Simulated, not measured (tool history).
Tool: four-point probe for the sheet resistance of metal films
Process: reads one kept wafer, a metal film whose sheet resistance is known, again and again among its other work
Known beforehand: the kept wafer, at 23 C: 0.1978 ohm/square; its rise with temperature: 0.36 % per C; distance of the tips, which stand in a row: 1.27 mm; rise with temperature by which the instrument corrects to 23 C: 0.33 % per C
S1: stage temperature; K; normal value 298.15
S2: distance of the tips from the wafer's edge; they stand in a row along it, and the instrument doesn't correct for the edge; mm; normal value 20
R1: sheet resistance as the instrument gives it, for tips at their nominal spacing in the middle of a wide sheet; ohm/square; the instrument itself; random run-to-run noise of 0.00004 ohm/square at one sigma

| run | hour | S1 | S2 | R1 |
|---|---|---|---|---|
| 1 | 0 | 298.15 | 20 | 0.196162 |
| 2 | 56.1 | 298.15 | 20 | 0.196071 |
| 3 | 116.7 | 298.15 | 20 | 0.196152 |
| 4 | 155 | 298.15 | 20 | 0.196185 |
| 5 | 192.9 | 292.15 | 20 | 0.195796 |
| 6 | 262.5 | 298.15 | 20 | 0.196121 |
|  | 266.1 | stage's thermometer calibrated |
| 7 | 302.5 | 298.15 | 20 | 0.196211 |
| 8 | 341.2 | 298.15 | 20 | 0.196194 |
| 9 | 398.1 | 298.15 | 20 | 0.196228 |
| 10 | 437.4 | 298.15 | 20 | 0.196265 |
| 11 | 471 | 298.15 | 20 | 0.196169 |
| 12 | 505.4 | 300.15 | 12 | 0.197082 |
| 13 | 546.2 | 305.15 | 45 | 0.196281 |
|  | 551.5 | stage's thermometer calibrated, once more |
| 14 | 586.4 | 292.15 | 7 | 0.198602 |
| 15 | 652.6 | 292.15 | 12 | 0.196284 |
| 16 | 685 | 298.15 | 16 | 0.196153 |
| 17 | 749.8 | 306.15 | 7 | 0.199527 |
| 18 | 819.4 | 306.15 | 7 | 0.19948 |
| 19 | 848.6 | 306.15 | 7 | 0.199445 |
| 20 | 907.6 | 306.15 | 7 | 0.199462 |
| 21 | 962.9 | 306.15 | 5 | 0.202601 |
| 22 | 1024.7 | 298.15 | 57 | 0.195519 |

Each row is a separate what-if for the run after 22, all from the same tool condition, not one after another. Results?
| A | 1082.3 | 303.15 | 6 | ? |
| B | 1082.3 | 298.15 | 3 | ? |
| C | 1082.3 | 303.15 | 57 | ? |

| run | R1 |
|---|---|
| A | 0.200471 |
| B | 0.212682 |
| C | 0.195997 |
With no hidden state in the tool, these same runs would have given:
| run | R1 |
|---|---|
| A | 0.202916 |
| B | 0.21526 |
| C | 0.198392 |

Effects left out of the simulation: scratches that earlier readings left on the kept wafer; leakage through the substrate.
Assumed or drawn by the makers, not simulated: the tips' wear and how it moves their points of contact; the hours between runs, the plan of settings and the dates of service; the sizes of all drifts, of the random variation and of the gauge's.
